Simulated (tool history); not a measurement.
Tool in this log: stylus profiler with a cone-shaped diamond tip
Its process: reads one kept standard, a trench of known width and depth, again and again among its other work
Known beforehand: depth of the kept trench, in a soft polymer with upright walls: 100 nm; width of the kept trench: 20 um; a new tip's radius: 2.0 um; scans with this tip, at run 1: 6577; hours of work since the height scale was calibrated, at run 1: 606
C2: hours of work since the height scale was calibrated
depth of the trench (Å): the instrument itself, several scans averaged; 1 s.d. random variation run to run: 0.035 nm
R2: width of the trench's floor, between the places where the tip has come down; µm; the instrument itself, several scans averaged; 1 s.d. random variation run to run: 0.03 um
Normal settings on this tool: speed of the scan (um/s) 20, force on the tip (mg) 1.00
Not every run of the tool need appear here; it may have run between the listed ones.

Run 1, hour 0.0: usual settings; scans with this tip 6577; C2 606. Result: depth of the trench (Å) 1005.8, R2 18.60 µm.
Run 2, hour 34.0: usual settings; scans with this tip 6843; C2 631. Result: depth of the trench (Å) 1006.6, R2 18.59 µm.
Run 3, hour 59.5: usual settings but speed of the scan (um/s) 7; scans with this tip 7042; C2 649. Result: depth of the trench (Å) 1006.4, R2 18.69 µm.
Run 4, hour 79.5: usual settings but speed of the scan (um/s) 7; scans with this tip 7198; C2 663. Result: depth of the trench (Å) 1006.9, R2 18.74 µm.
Run 5, hour 97.5: usual settings; scans with this tip 7339; C2 676. Result: depth of the trench (Å) 1006.6, R2 18.60 µm.
Run 6, hour 123.1: usual settings; scans with this tip 7539; C2 695. Result: depth of the trench (Å) 1007.1, R2 18.58 µm.
Run 7, hour 152.9: usual settings but force on the tip (mg) 0.83; scans with this tip 7771; C2 716. Result: depth of the trench (Å) 1005.7, R2 18.60 µm.
Run 8, hour 179.9: usual settings but force on the tip (mg) 1.57; scans with this tip 7983; C2 736. Result: depth of the trench (Å) 1008.7, R2 18.63 µm.
Run 9, hour 204.5: usual settings but speed of the scan (um/s) 29, force on the tip (mg) 2.34; scans with this tip 8175; C2 753. Result: depth of the trench (Å) 1011.8, R2 18.62 µm.
Run 10, hour 236.9: usual settings but speed of the scan (um/s) 26, force on the tip (mg) 2.24; scans with this tip 8428; C2 777. Result: depth of the trench (Å) 1011.1, R2 18.60 µm.

Run 11 comes next. What will it give?
Run 11, hour 255.7: usual settings but speed of the scan (um/s) 17, force on the tip (mg) 2.24; scans with this tip 8575; C2 790. Result: depth of the trench (Å) ?, R2 ?.

{"run 11": {"depth of the trench (Å)": 1010.5, "R2": 18.68}}
Without the tool's hidden state the same run would have given depth of the trench (Å) 1010.4, R2 18.70 µm.

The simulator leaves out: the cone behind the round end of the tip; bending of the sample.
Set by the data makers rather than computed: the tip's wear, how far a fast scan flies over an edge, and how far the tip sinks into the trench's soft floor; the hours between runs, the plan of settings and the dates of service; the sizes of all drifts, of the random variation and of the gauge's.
